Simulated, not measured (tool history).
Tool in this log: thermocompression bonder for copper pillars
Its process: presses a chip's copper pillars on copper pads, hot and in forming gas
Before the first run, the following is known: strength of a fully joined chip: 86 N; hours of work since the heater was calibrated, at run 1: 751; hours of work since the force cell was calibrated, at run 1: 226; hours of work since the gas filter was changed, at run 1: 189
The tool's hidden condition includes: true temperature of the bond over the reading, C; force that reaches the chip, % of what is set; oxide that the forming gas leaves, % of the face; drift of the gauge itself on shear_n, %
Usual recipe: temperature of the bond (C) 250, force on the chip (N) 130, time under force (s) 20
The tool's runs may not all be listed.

| run | hour | temperature of the bond (C) | force on the chip (N) | time under force (s) | hours of work since the heater was calibrated | hours of work since the force cell was calibrated | hours of work since the gas filter was changed | force that shears a chip off (N) |
|---|---|---|---|---|---|---|---|---|
| 1 | 0.0 | 250 | 130 | 20 | 751 | 226 | 189 | 60.8 |
| 2 | 32.4 | 250 | 130 | 20 | 766 | 241 | 204 | 60.5 |
| 3 | 56.4 | 250 | 130 | 20 | 777 | 252 | 215 | 60.6 |
| 4 | 92.7 | 241 | 130 | 20 | 794 | 269 | 232 | 56.3 |
| 5 | 120.5 | 241 | 130 | 20 | 807 | 282 | 245 | 56.0 |
| 6 | 155.4 | 249 | 130 | 20 | 823 | 298 | 261 | 60.4 |
| 7 | 178.8 | 249 | 130 | 20 | 834 | 309 | 272 | 60.5 |
| 8 | 206.1 | 249 | 130 | 20 | 847 | 321 | 284 | 60.3 |

Expected results for the next run?
| 9 | 225.9 | 249 | 130 | 20 | 856 | 330 | 293 | ? |

{"run 9": {"force that shears a chip off (N)": 60.1}}
With the hidden condition absent and the run-to-run variation left alone, this run would have shown force that shears a chip off (N) 59.2.
